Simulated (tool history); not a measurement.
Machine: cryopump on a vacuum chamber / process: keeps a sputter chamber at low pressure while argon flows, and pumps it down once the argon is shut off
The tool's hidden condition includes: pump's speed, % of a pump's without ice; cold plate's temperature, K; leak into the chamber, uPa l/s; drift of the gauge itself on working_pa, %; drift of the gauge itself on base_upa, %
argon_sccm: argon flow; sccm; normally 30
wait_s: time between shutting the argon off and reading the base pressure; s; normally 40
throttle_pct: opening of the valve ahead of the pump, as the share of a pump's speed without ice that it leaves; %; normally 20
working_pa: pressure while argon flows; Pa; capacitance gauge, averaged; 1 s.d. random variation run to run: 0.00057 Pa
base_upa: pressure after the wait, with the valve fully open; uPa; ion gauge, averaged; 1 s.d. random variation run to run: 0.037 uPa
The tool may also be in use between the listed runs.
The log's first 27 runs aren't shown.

run     day  argon_sccm  wait_s  throttle_pct  hours of work since the pump was warmed up and emptied  hours of work since the cold head was overhauled  hours of work since the chamber's fittings were tightened  working_pa  base_upa
 28  19.262          36      89            24                                                     573                                               573                                                        606      0.1539      1.43
 29  20.050          17      28            32                                                     583                                               583                                                        617      0.0556      3.32
 30  20.904          30      40            28                                                     595                                               595                                                        628      0.1110      2.56
 31  21.846          30     160            34                                                     608                                               608                                                        641      0.0930      1.06
 32  22.829          14      37            21                                                     621                                               621                                                        655      0.0679      2.70
 33  23.662          14      37            19                                                     633                                               633                                                        666      0.0735      2.71
 34  24.212          14      37            19                                                     640                                               640                                                        674      0.0750      2.70
 35  24.971          18      40            47                                                     651                                               651                                                        684      0.0415      2.57

3 options for the next run, each taken on its own from the tool as it stands now. Forecast them:
  A  25.625          34      32            20                                                     660                                               660                                                        693           ?         ?
  B  25.625          21      40            15                                                     660                                               660                                                        693           ?         ?
  C  25.625          32     159            18                                                     660                                               660                                                        693           ?         ?

run  working_pa  base_upa
  A      0.1729      3.04
  B      0.1405      2.57
  C      0.1806      1.14
Stripped of hidden state, with their random variation kept, the same runs would have yielded:
run  working_pa  base_upa
  A      0.1624      2.54
  B      0.1340      2.07
  C      0.1706      0.64
